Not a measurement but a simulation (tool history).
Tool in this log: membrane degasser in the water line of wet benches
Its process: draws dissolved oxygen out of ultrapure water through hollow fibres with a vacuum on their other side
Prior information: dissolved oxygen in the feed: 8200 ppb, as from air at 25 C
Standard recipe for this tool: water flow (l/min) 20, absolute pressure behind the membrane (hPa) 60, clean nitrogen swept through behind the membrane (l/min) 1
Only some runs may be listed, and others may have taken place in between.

run	hour	water flow (l/min)	absolute pressure behind the membrane (hPa)	clean nitrogen swept through behind the membrane (l/min)	dissolved oxygen in the water behind the degasser (ppb)	pressure that the water loses in the fibres (hPa)
1	0	20	60	1	253.2	418.1
2	68.7	20	42.3	1	176.8	415
3	111.1	20	42.3	1	174.6	413.6
4	170	20	42.3	1	178.3	414.8
5	238.9	20	42.3	1	177.3	418
6	286.1	20	42.3	1	176.6	421.6
7	328.6	20	60	0.76	290.1	416.4
8	394.8	17	60	1	185.9	355.1
9	452.6	20	60	1	252.9	420.7
10	538.6	20	60	1	256.6	421.2
11	586	20	60	1	258.4	419.2
12	647.1	20	60	1	259.2	418.2
13	730.3	20	60	1	256.2	419.4
14	828	20	60	1	258.8	418
15	909.7	14	63.2	0.85	165.6	296
16	1001.2	14	63.2	0.85	149.1	292.1
17	1071	17	63.2	0.88	204.1	355.1
18	1125.7	17	63.2	0.88	206.8	356.3
19	1171.7	17	63.2	0.88	203.9	358.7
20	1251.7	20	36.8	2.09	135.4	421.3
21	1323.8	30	80.9	1	669.8	629.9
22	1392.5	14	60	1.44	97.7	297.2

Missing from the log above: 2 entries noted between runs. For each, name the pair of listed runs it sits between and say how the tool's hidden condition differs from the listed run just before to the listed run just after:
From run 10 to run 11: vacuum gauge calibrated (hour 545.2)
  true pressure behind the membrane over the reading, kPa: 0.3 -> 0.4; air that leaks in behind the membrane, l/min: 0.0036 -> 0.0037
  measured value less the no-hidden-state value, dissolved oxygen in the water behind the degasser (ppb): +20.4 -> +24.6; pressure that the water loses in the fibres (hPa): +6.4 -> +6.5
From run 15 to run 16: vacuum gauge calibrated, once more (hour 979.6)
  membrane still open, %: 98.3 -> 98.2; true pressure behind the membrane over the reading, kPa: 0.42 -> 0.02; air that leaks in behind the membrane, l/min: 0.0041 -> 0.0042
  measured value less the no-hidden-state value, dissolved oxygen in the water behind the degasser (ppb): +18.9 -> +4; pressure that the water loses in the fibres (hPa): +5.1 -> +5.2
